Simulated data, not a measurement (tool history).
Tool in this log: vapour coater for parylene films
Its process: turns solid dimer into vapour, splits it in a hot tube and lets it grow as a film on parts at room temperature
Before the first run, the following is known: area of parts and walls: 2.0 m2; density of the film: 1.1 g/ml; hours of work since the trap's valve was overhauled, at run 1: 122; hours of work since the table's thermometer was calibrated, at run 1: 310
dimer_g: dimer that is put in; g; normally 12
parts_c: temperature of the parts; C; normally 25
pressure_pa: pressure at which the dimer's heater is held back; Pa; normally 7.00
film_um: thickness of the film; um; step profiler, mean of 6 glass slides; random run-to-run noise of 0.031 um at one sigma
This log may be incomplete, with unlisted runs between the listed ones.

run	hour	dimer_g	parts_c	pressure_pa	hours of work since the trap's valve was overhauled	hours of work since the table's thermometer was calibrated	film_um
1	0.0	12	25	7.00	122	310	3.05
2	23.0	12	25	7.00	141	329	3.00
3	53.5	9	25	7.00	166	355	2.28
4	83.7	12	25	2.39	191	380	3.87
5	107.9	12	25	2.39	211	400	3.92
# hour 121.2: trap's valve overhauled
6	143.8	12	25	7.00	19	426	3.04
7	166.0	12	25	7.00	37	445	2.98
8	193.1	12	25	7.00	60	468	3.03
9	217.9	12	25	7.00	81	488	3.01
10	233.8	12	25	7.00	94	501	3.02
11	260.6	12	25	7.00	116	524	2.99
12	285.1	7	25	7.00	137	544	1.73
13	315.0	12	25	7.00	161	569	3.00
14	342.4	12	21	7.00	184	592	3.44
15	366.3	12	21	7.00	204	612	3.51
# hour 388.2: trap's valve overhauled
16	404.2	7	26	7.00	13	640	1.74
17	428.3	7	26	7.00	33	660	1.67
18	457.5	12	19	5.84	58	684	3.83
19	483.1	5	31	3.80	79	706	1.19
20	515.2	5	31	3.80	106	732	1.14
21	533.7	15	19	4.67	121	748	5.21
22	549.8	7	19	4.67	135	761	2.45
23	572.1	9	32	7.00	153	780	1.72
24	601.0	9	32	7.00	177	804	1.75
25	632.0	17	25	9.37	203	830	4.02
26	648.2	15	22	2.78	216	843	5.24
# hour 655.1: trap's valve overhauled
# hour 662.2: table's thermometer calibrated
27	682.9	14	27	2.78	22	17	4.07
28	714.7	14	27	2.78	49	44	4.09
29	734.8	14	27	2.78	66	61	4.06

Hidden state at the last listed run before each entry between runs and at the first one after, where it differs:
From run 5 to run 6: trap's valve overhauled (hour 121.2)
  vapour lost through the trap's worn valve, %: 0.3 -> 0.1
From run 15 to run 16: trap's valve overhauled (hour 388.2)
  vapour lost through the trap's worn valve, %: 0.3 -> 0
From run 26 to run 27: trap's valve overhauled (hour 655.1); table's thermometer calibrated (hour 662.2)
  vapour lost through the trap's worn valve, %: 0.3 -> 0; true temperature of the parts over the reading, C: 0.03 -> 0
